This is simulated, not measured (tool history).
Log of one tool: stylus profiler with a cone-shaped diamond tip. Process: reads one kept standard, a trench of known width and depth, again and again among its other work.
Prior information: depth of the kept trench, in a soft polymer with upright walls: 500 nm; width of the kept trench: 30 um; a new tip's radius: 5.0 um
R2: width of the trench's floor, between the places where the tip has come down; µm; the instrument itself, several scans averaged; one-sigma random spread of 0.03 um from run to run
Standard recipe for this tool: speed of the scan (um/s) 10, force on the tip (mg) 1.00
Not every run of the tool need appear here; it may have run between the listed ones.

run 1 hour=0.0 | speed_of_the_scan_(um/s)=10 force_on_the_tip_(mg)=1.00 | depth_of_the_trench_(Å)=5033.4 R2=25.23
run 2 hour=41.6 | speed_of_the_scan_(um/s)=10 force_on_the_tip_(mg)=1.00 | depth_of_the_trench_(Å)=5033.2 R2=25.14
run 3 hour=76.3 | speed_of_the_scan_(um/s)=10 force_on_the_tip_(mg)=1.00 | depth_of_the_trench_(Å)=5032.7 R2=25.11
run 4 hour=109.0 | speed_of_the_scan_(um/s)=10 force_on_the_tip_(mg)=2.12 | depth_of_the_trench_(Å)=5054.5 R2=25.19
run 5 hour=138.0 | speed_of_the_scan_(um/s)=10 force_on_the_tip_(mg)=2.12 | depth_of_the_trench_(Å)=5055.9 R2=25.18
run 6 hour=190.8 | speed_of_the_scan_(um/s)=10 force_on_the_tip_(mg)=0.41 | depth_of_the_trench_(Å)=5011.1 R2=25.07
run 7 hour=218.6 | speed_of_the_scan_(um/s)=10 force_on_the_tip_(mg)=1.57 | depth_of_the_trench_(Å)=5043.6 R2=25.12
run 8 hour=266.1 | speed_of_the_scan_(um/s)=10 force_on_the_tip_(mg)=1.57 | depth_of_the_trench_(Å)=5039.7 R2=25.08
run 9 hour=311.8 | speed_of_the_scan_(um/s)=10 force_on_the_tip_(mg)=1.57 | depth_of_the_trench_(Å)=5043.9 R2=25.01
run 10 hour=349.6 | speed_of_the_scan_(um/s)=10 force_on_the_tip_(mg)=1.57 | depth_of_the_trench_(Å)=5040.2 R2=24.93
run 11 hour=380.6 | speed_of_the_scan_(um/s)=10 force_on_the_tip_(mg)=1.57 | depth_of_the_trench_(Å)=5040.8 R2=24.98
run 12 hour=415.1 | speed_of_the_scan_(um/s)=10 force_on_the_tip_(mg)=1.57 | depth_of_the_trench_(Å)=5043.4 R2=24.99
run 13 hour=452.4 | speed_of_the_scan_(um/s)=10 force_on_the_tip_(mg)=1.57 | depth_of_the_trench_(Å)=5039.8 R2=24.86
run 14 hour=481.0 | speed_of_the_scan_(um/s)=10 force_on_the_tip_(mg)=1.57 | depth_of_the_trench_(Å)=5042.0 R2=24.92
run 15 hour=503.0 | speed_of_the_scan_(um/s)=10 force_on_the_tip_(mg)=1.57 | depth_of_the_trench_(Å)=5039.6 R2=24.90
run 16 hour=524.4 | speed_of_the_scan_(um/s)=10 force_on_the_tip_(mg)=1.57 | depth_of_the_trench_(Å)=5040.0 R2=24.92
run 17 hour=546.1 | speed_of_the_scan_(um/s)=10 force_on_the_tip_(mg)=1.57 | depth_of_the_trench_(Å)=5038.3 R2=24.86
-- hour=550.1 height scale calibrated on a step standard
run 18 hour=580.3 | speed_of_the_scan_(um/s)=31 force_on_the_tip_(mg)=1.16 | depth_of_the_trench_(Å)=5032.3 R2=24.59
run 19 hour=626.5 | speed_of_the_scan_(um/s)=2 force_on_the_tip_(mg)=1.38 | depth_of_the_trench_(Å)=5029.6 R2=24.86
run 20 hour=661.3 | speed_of_the_scan_(um/s)=14 force_on_the_tip_(mg)=1.00 | depth_of_the_trench_(Å)=5023.1 R2=24.70
-- hour=687.4 height scale calibrated on a step standard, once more
run 21 hour=688.0 | speed_of_the_scan_(um/s)=6 force_on_the_tip_(mg)=1.45 | depth_of_the_trench_(Å)=5049.4 R2=24.75
run 22 hour=730.0 | speed_of_the_scan_(um/s)=8 force_on_the_tip_(mg)=1.02 | depth_of_the_trench_(Å)=5037.5 R2=24.71
run 23 hour=779.8 | speed_of_the_scan_(um/s)=31 force_on_the_tip_(mg)=1.02 | depth_of_the_trench_(Å)=5038.8 R2=24.51
run 24 hour=805.0 | speed_of_the_scan_(um/s)=8 force_on_the_tip_(mg)=0.46 | depth_of_the_trench_(Å)=5017.6 R2=24.63
run 25 hour=849.9 | speed_of_the_scan_(um/s)=8 force_on_the_tip_(mg)=0.46 | depth_of_the_trench_(Å)=5020.5 R2=24.63
run 26 hour=880.9 | speed_of_the_scan_(um/s)=27 force_on_the_tip_(mg)=2.31 | depth_of_the_trench_(Å)=5065.1 R2=24.58
run 27 hour=925.0 | speed_of_the_scan_(um/s)=10 force_on_the_tip_(mg)=1.00 | depth_of_the_trench_(Å)=5034.6 R2=24.60
run 28 hour=967.5 | speed_of_the_scan_(um/s)=21 force_on_the_tip_(mg)=0.56 | depth_of_the_trench_(Å)=5024.7 R2=24.38
run 29 hour=998.6 | speed_of_the_scan_(um/s)=2 force_on_the_tip_(mg)=1.75 | depth_of_the_trench_(Å)=5052.1 R2=24.62

Branching from run 29: 5 alternative next runs. What would each branch give?
run A hour=1034.9 | speed_of_the_scan_(um/s)=25 force_on_the_tip_(mg)=1.14 | depth_of_the_trench_(Å)=? R2=?
run B hour=1034.9 | speed_of_the_scan_(um/s)=11 force_on_the_tip_(mg)=1.26 | depth_of_the_trench_(Å)=? R2=?
run C hour=1034.9 | speed_of_the_scan_(um/s)=18 force_on_the_tip_(mg)=1.00 | depth_of_the_trench_(Å)=? R2=?
run D hour=1034.9 | speed_of_the_scan_(um/s)=3 force_on_the_tip_(mg)=1.75 | depth_of_the_trench_(Å)=? R2=?
run E hour=1034.9 | speed_of_the_scan_(um/s)=20 force_on_the_tip_(mg)=2.39 | depth_of_the_trench_(Å)=? R2=?

run=A depth_of_the_trench_(Å)=5039.3 R2=24.46
run=B depth_of_the_trench_(Å)=5041.2 R2=24.52
run=C depth_of_the_trench_(Å)=5034.8 R2=24.49
run=D depth_of_the_trench_(Å)=5052.7 R2=24.55
run=E depth_of_the_trench_(Å)=5061.6 R2=24.54
Take away the tool's hidden state, keep each run's random variation, and the runs would have read:
run=A depth_of_the_trench_(Å)=5042.6 R2=25.47
run=B depth_of_the_trench_(Å)=5044.6 R2=25.53
run=C depth_of_the_trench_(Å)=5038.2 R2=25.50
run=D depth_of_the_trench_(Å)=5056.0 R2=25.56
run=E depth_of_the_trench_(Å)=5065.0 R2=25.55
